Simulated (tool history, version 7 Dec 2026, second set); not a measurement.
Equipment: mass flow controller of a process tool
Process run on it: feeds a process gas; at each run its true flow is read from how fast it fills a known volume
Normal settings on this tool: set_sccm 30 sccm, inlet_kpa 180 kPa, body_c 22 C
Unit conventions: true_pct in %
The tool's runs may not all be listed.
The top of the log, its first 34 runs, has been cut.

run,hour,set_sccm,inlet_kpa,body_c,hours of work since the controller was set to zero,hours of work since the controller was changed,true_pct
35,11493.4,33,159,26,1811,11672,95.07
36,11906.7,57,175,37,2021,11882,96.2
37,12128.7,57,175,37,2134,11995,96.06
38,12349.4,57,175,37,2247,12108,95.98
39,12566.8,22,180,22,2358,12218,93.54
40,12786.6,37,263,22,2470,12331,94.04
41,13236.3,37,263,22,2699,12560,93.78
# hour 13512.9: controller exchanged for a calibrated one
42,13711.3,30,274,26,101,101,98.33
43,14065.1,45,232,33,281,281,99.09
44,14395.3,14,158,38,450,450,98.84

Here are 3 independent what-if runs from the current tool condition. What would each one return?
A,14664.1,22,158,21,587,587,?
B,14664.1,13,180,22,587,587,?
C,14664.1,14,158,36,587,587,?

run,true_pct
A,98.21
B,97.5
C,98.31
The same runs, with their run-to-run variation unchanged, on a tool lacking any hidden condition would have given:
run,true_pct
A,99.07
B,98.8
C,99.53
